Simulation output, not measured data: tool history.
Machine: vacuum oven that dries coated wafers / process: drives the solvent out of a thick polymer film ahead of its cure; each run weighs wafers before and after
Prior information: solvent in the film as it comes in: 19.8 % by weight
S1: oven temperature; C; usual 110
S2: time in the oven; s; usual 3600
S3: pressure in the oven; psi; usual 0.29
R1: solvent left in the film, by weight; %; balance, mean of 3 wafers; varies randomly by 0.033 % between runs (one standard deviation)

run,hour,S1,S2,S3,R1
1,0,110,3600,0.29,2.56
2,27.3,110,3600,0.29,2.5
3,41.4,110,3600,0.29,2.51
4,53.4,110,3600,0.396,2.77
5,78.9,110,3600,0.29,2.55
6,104.6,110,3600,0.29,2.55
7,123.5,110,3600,0.29,2.56
8,151.1,110,3600,0.29,2.54
9,166.1,110,3600,0.306,2.56
10,191.2,110,3600,0.306,2.59
11,216.5,110,3780,0.29,2.37
12,238.4,110,3780,0.29,2.39
13,264.1,110,3600,0.29,2.54
14,278.2,110,3600,0.29,2.55
15,299,110,3600,1.12,4.47
16,320.1,110,3600,0.29,2.57
17,344.1,114,3600,0.29,1.75
18,362,110,3600,0.29,2.65
19,385.6,110,3600,1.091,4.45
20,397.8,110,3600,0.294,2.64
21,418.7,110,3600,0.294,2.63
22,434.6,110,3600,0.294,2.59
23,455,110,3600,0.294,2.62
24,476.4,98,3600,0.29,6.55
25,504.4,98,3600,0.29,6.61
26,522.9,110,2880,0.146,3.23
27,542.2,98,2940,0.281,7.78
28,565,98,3300,0.405,7.47
29,588,104,2880,0.232,5.48
30,599.9,110,2160,0.29,5.03
31,626.7,110,2160,1.015,6.58
32,638.2,119,2640,0.606,2.33
33,657.7,115,5640,0.432,1.22
34,675.6,115,5640,0.432,1.17
35,690.4,102,5640,0.432,3.44
36,706.5,122,3120,0.173,0.77
37,732.2,122,3120,0.173,0.73
38,754.1,110,3600,0.535,3.33

What does the tool deliver on the next run?
39,766.1,95,2700,0.535,?

R1: 10.11 %
With the hidden condition absent and the run-to-run variation left alone, this run would have shown R1 9.75 %.
